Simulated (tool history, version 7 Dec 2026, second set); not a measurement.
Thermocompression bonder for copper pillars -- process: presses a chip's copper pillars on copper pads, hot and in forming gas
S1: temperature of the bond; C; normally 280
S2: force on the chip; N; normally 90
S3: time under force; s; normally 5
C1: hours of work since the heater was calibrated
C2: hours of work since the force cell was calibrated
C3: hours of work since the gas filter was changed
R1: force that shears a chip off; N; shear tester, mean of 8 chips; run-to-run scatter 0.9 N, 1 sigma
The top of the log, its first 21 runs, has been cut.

run   hour   S1   S2  S3   C1    C2   C3     R1
 22  364.2  280   90   5   27   819  108   71.3
 23  389.9  280   96   5   45   837  126   72.6
 24  408.6  286   56   9   59   850  139   75.2
 25  428.3  305   80   8   72   864  153   96.1
 26  440.4  305   89   8   81   872  161   97.9
 27  460.2  292   65   8   95   886  175   78.5
 28  472.7  292   65   8  104   895  184   79.6
 29  483.7  292   65   8  111   903  192   79.8
 30  502.2  252   85   5  124   916  205   45.5
     511.9  -- forming gas filter changed
 31  524.3  263  134   5  140   931    9   70.5
 32  547.8  263  134   5  156   948   25   68.4
 33  566.3  298  108   9  169   961   38    105
 34  578.9  298  108   9  178   969   47  102.1
 35    602  280   71   5  194   986   63   64.5
 36  615.9  280   71   5  204   996   73   63.1
 37  635.8  297   90   5  218  1010   87   84.2
 38  655.1  265  133   5  232  1023  101   71.7
 39  669.4  303  133   5  242  1033  111   97.8
 40  683.9  296   98   6  252  1043  121   91.1
 41  700.9  296   98   6  264  1055  133   88.5

Each row is a separate what-if for the run after 41, all from the same tool condition, not one after another. Results?
  A  712.7  296  102   6  272  1064  141   ?
  B  712.7  296   58   6  272  1064  141   ?
  C  712.7  293   65   6  272  1064  141   ?

run    R1
  A  89.5
  B  72.6
  C  74.5
Without the tool's hidden state the same runs would have given:
run    R1
  A  95.4
  B    78
  C    80

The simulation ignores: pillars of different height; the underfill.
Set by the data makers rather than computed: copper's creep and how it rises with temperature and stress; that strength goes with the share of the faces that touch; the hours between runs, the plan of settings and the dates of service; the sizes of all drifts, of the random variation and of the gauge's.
